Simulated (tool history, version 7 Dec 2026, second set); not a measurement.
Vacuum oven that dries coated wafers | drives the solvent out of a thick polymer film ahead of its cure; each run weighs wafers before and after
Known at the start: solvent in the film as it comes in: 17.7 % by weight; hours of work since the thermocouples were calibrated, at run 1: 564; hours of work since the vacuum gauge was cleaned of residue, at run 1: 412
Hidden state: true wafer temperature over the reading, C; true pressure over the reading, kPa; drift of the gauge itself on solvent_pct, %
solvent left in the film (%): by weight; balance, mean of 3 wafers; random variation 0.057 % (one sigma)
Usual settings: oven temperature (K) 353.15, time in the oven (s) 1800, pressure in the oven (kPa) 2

run	day	oven temperature (K)	time in the oven (s)	pressure in the oven (kPa)	hours of work since the thermocouples were calibrated	hours of work since the vacuum gauge was cleaned of residue	solvent left in the film (%)
1	0	353.15	1800	2	564	412	5.21
2	1.871	353.15	1680	2	600	448	5.53
3	3.412	353.15	1800	2	629	477	5.4
4	4.712	353.15	1800	2	654	502	5.39
5	7.192	353.15	1800	2.02	701	549	5.22
6	9.417	353.15	1800	2.02	744	592	5.35
7	11.088	353.15	1800	2.02	776	624	5.37
8	13.508	353.15	1800	2	822	670	5.26
9	15.575	353.15	1800	2	861	709	5.36
10	16.792	353.15	2100	2	884	732	4.95
11	18.612	361.15	2100	2	919	767	3.23
12	20.412	352.15	2340	4.39	953	801	9.46
13	22.529	343.15	2340	4.39	994	842	13.89
14	24.788	343.15	2340	4.39	1037	885	13.7
15	27.171	360.15	2340	4.39	1082	930	6.61

Forecast each of these 5 alternatives for the next run:
A	29.108	360.15	1440	4.39	1119	967	?
B	29.108	358.15	2400	6.78	1119	967	?
C	29.108	360.15	1200	4.97	1119	967	?
D	29.108	367.15	1800	4.62	1119	967	?
E	29.108	350.15	2340	4.39	1119	967	?

run	solvent left in the film (%)
A	7.14
B	10.83
C	8.09
D	5.33
E	10.28
Without the tool's hidden state the same runs would have given:
run	solvent left in the film (%)
A	7.1
B	10.87
C	8.13
D	5.23
E	10.2
